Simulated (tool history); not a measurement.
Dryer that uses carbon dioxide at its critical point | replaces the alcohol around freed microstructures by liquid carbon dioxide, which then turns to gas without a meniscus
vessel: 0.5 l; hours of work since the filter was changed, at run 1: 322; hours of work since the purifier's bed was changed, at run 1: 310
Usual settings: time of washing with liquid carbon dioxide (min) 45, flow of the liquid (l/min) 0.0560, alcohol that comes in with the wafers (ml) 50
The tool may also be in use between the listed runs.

| run | day | time of washing with liquid carbon dioxide (min) | flow of the liquid (l/min) | alcohol that comes in with the wafers (ml) | hours of work since the filter was changed | hours of work since the purifier's bed was changed | alcohol left in the vessel before it's heated (ppm by volume) |
|---|---|---|---|---|---|---|---|
| 1 | 0.000 | 45 | 0.0560 | 50 | 322 | 310 | 2836 |
| 2 | 0.688 | 45 | 0.0560 | 50 | 334 | 322 | 2781 |
| 3 | 1.071 | 45 | 0.0560 | 50 | 340 | 328 | 2800 |
| 4 | 1.442 | 45 | 0.0560 | 50 | 346 | 335 | 2850 |
| 5 | 2.162 | 45 | 0.0560 | 50 | 359 | 347 | 2862 |
| 6 | 2.525 | 45 | 0.0560 | 50 | 365 | 353 | 2876 |
| 7 | 3.054 | 45 | 0.0560 | 50 | 374 | 362 | 2874 |
| 8 | 3.400 | 45 | 0.0489 | 50 | 380 | 368 | 4527 |
| 9 | 3.692 | 45 | 0.0489 | 24 | 385 | 373 | 2189 |
| 10 | 4.117 | 33 | 0.0560 | 50 | 392 | 380 | 7495 |
| 11 | 4.596 | 33 | 0.0560 | 50 | 400 | 389 | 7423 |
| 12 | 5.088 | 33 | 0.0560 | 50 | 409 | 397 | 7547 |

Forecast run 13:
| 13 | 5.771 | 56 | 0.0680 | 50 | 421 | 409 | ? |

{"run 13": {"alcohol left in the vessel before it's heated (ppm by volume)": 552}}
Without the tool's hidden state the same run would have given alcohol left in the vessel before it's heated (ppm by volume) 276.
